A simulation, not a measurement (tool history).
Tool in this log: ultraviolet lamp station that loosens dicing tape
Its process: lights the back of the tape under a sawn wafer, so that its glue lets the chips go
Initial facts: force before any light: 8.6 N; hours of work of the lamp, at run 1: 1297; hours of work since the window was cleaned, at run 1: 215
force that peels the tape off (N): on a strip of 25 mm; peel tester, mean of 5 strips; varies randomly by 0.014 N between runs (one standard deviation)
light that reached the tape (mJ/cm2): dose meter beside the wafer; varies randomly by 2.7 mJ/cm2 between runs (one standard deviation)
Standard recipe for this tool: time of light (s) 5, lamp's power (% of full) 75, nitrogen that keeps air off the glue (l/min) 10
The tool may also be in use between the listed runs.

run   hour  time of light (s)  lamp's power (% of full)  nitrogen that keeps air off the glue (l/min)  hours of work of the lamp  hours of work since the window was cleaned  force that peels the tape off (N)  light that reached the tape (mJ/cm2)
  1    0.0                  5                        75                                            10                       1297                                         215                              1.182                                   272
  2   42.3                  5                        75                                            10                       1322                                         241                              1.199                                   270
  3   87.5                  5                        75                                            10                       1350                                         268                              1.216                                   262
  4  152.5                  5                        75                                            10                       1389                                         307                              1.275                                   260
  5  187.6                  5                        75                                            10                       1410                                         329                              1.282                                   256
     209.7  -- window cleaned of glue's vapour
  6  250.6                  5                        75                                            10                       1448                                          25                              1.111                                   281
  7  281.7                  5                        75                                            10                       1467                                          44                              1.054                                   279
  8  343.2                  5                        75                                            10                       1504                                          81                              1.104                                   274
  9  406.8                  5                        75                                            10                       1543                                         119                              1.178                                   265
 10  468.9                  4                        75                                            17                       1580                                         157                              1.417                                   214
 11  528.5                  3                        75                                            10                       1616                                         193                              2.671                                   154
 12  584.8                  3                        66                                             4                       1650                                         227                              4.075                                   134

For run 13, what comes out?
 13  639.7                  5                        77                                            10                       1683                                         260                                  ?                                     ?

Logged for run 13: force that peels the tape off (N) 1.253, light that reached the tape (mJ/cm2) 254.
Without the tool's hidden state the same run would have given force that peels the tape off (N) 0.612, light that reached the tape (mJ/cm2) 363.
